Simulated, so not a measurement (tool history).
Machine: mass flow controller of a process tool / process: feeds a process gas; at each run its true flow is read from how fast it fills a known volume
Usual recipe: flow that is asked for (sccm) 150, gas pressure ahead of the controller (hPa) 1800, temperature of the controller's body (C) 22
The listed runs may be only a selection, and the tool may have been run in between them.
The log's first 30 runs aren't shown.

run      day  flow that is asked for (sccm)  gas pressure ahead of the controller (hPa)  temperature of the controller's body (C)  true flow (%)
 31  292.529                             95                                        1870                                        33          94.78
 32  302.354                            150                                        1800                                        25          96.67
 33  310.821                            499                                        1800                                        21          99.45
 34  323.746                            499                                        1800                                        21          99.50
 35  331.308                            157                                        2020                                        29          95.94
 36  339.517                            230                                        2750                                        31          96.18
 37  347.625                            230                                        2750                                        31          96.24
 38  357.938                            230                                        2750                                        31          96.19
 39  370.850                            230                                        2410                                        31          96.10
 40  381.667                            281                                        1800                                        37          96.00
 41  389.596                            144                                        1680                                        33          94.72
 42  399.025                            323                                        1680                                        33          96.73

Forecast each of these 3 alternatives for the next run:
  A  405.588                            150                                        1780                                        22              ?
  B  405.588                             91                                        2630                                        24              ?
  C  405.588                            150                                        2690                                        33              ?

run  true flow (%)
  A          95.65
  B          93.09
  C          94.19
Had the tool no hidden state, the same runs would have come out as:
run  true flow (%)
  A          99.21
  B          98.49
  C          97.75
